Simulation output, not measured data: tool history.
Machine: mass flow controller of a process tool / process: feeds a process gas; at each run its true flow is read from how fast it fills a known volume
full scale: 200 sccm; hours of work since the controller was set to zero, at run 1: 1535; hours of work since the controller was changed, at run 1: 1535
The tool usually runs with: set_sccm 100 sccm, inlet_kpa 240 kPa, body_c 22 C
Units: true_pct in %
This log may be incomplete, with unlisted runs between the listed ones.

run,hour,set_sccm,inlet_kpa,body_c,hours of work since the controller was set to zero,hours of work since the controller was changed,true_pct
1,0,100,240,22,1535,1535,99.74
2,102.4,100,240,22,1577,1577,99.63
3,257.6,100,240,22,1642,1642,99.69
4,357.7,100,240,22,1684,1684,99.56
5,459.5,100,240,22,1727,1727,99.58
6,599.9,100,240,22,1785,1785,99.45
7,731.7,100,240,22,1841,1841,99.41
8,874.3,38,240,22,1900,1900,99.12
9,983.2,38,240,31,1946,1946,97.94
10,1122.9,100,153,22,2004,2004,99.83
11,1213.1,50,240,22,2042,2042,98.8
12,1389.2,100,240,30,2115,2115,98.24
13,1481.3,100,240,22,2154,2154,98.99
14,1665.2,100,240,22,2231,2231,98.78
15,1834.2,100,240,22,2301,2301,98.68
16,2015.4,195,240,22,2377,2377,98.95
17,2199.1,106,240,22,2454,2454,98.58
18,2280.4,106,240,22,2488,2488,98.53
19,2395.4,106,240,22,2536,2536,98.3
20,2577.6,106,240,22,2612,2612,98.32
21,2709.7,35,240,22,2668,2668,97.95
22,2827.7,100,240,22,2717,2717,98.19
23,2913.3,100,240,22,2753,2753,98.1
24,3098.5,100,240,22,2830,2830,98.04
25,3281.4,20,240,32,2907,2907,96.53
26,3434.1,20,240,32,2970,2970,96.55
27,3615.9,75,173,38,3046,3046,96.19
28,3781.3,31,240,22,3116,3116,97.34
29,3885.1,98,240,27,3159,3159,96.93
30,4067.9,100,191,22,3235,3235,97.73
31,4162.6,100,274,32,3275,3275,96.04
32,4265.6,100,246,25,3318,3318,96.87
33,4341.9,100,246,25,3350,3350,96.85
34,4501.5,100,246,25,3417,3417,96.84
35,4624.7,79,167,25,3468,3468,97.16
36,4758.8,76,240,22,3524,3524,97.01
37,4866.7,100,156,24,3569,3569,97.31
# hour 4997.9: gauge calibrated
38,5031.3,125,156,26,3638,3638,99.94
39,5142.4,125,156,26,3685,3685,99.97
40,5243,125,156,26,3727,3727,99.72
41,5383.8,20,240,28,3785,3785,98.56
42,5553.4,20,240,28,3856,3856,98.54
43,5651.6,180,153,28,3897,3897,99.68
44,5826.2,34,174,22,3970,3970,99.38
45,5968,58,240,28,4030,4030,98.53
46,6056.8,58,240,28,4067,4067,98.36
47,6243.6,58,274,36,4145,4145,97.31

How the hidden state differs across the entries between the runs, from the last listed run before each to the first after it:
From run 37 to run 38: gauge calibrated (hour 4997.9)
  drift of the gauge itself on true_pct, %: -2.84 -> -0.02
  what was measured, less what the result would be without the hidden state, true_pct: -2.85 -> -0.03 %

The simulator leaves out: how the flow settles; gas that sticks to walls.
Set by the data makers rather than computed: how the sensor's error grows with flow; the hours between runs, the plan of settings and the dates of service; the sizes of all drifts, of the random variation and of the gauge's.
